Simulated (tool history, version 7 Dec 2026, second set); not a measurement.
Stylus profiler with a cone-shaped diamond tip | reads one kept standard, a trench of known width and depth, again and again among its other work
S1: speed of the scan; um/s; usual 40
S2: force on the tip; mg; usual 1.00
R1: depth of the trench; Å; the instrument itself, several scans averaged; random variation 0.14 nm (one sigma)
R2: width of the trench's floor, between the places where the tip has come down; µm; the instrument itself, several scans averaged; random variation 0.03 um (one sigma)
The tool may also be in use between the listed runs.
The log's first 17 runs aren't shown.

run,hour,S1,S2,R1,R2
18,239.6,98,1.00,5046.3,46.28
19,253.4,61,1.00,5045.1,46.40
20,270.9,61,1.00,5044.3,46.44
21,289.1,63,1.00,5044.5,46.42
22,308.2,63,1.00,5044.7,46.40
23,324.0,54,1.00,5041.3,46.42
24,334.4,54,1.00,5046.3,46.46
25,345.4,106,0.38,5025.7,45.98
26,357.1,106,0.38,5026.1,45.98
27,366.7,106,0.38,5027.7,45.91
28,380.7,53,2.32,5075.0,46.46
29,396.0,40,0.54,5035.5,46.36
30,412.9,11,1.51,5057.9,46.55
31,430.1,51,0.54,5035.3,46.28
32,448.4,23,0.34,5023.1,46.43
33,458.1,40,1.39,5054.9,46.44
34,466.6,30,1.09,5046.1,46.48
35,479.5,30,1.09,5048.8,46.52
36,487.2,36,1.00,5049.1,46.41
37,505.8,36,1.00,5045.9,46.47

Forecast run 38:
38,513.7,40,1.05,?,?

{"run 38": {"R1": 5048.4, "R2": 46.44}}
Without the tool's hidden state the same run would have given R1 5040.7 Å, R2 46.86 µm.
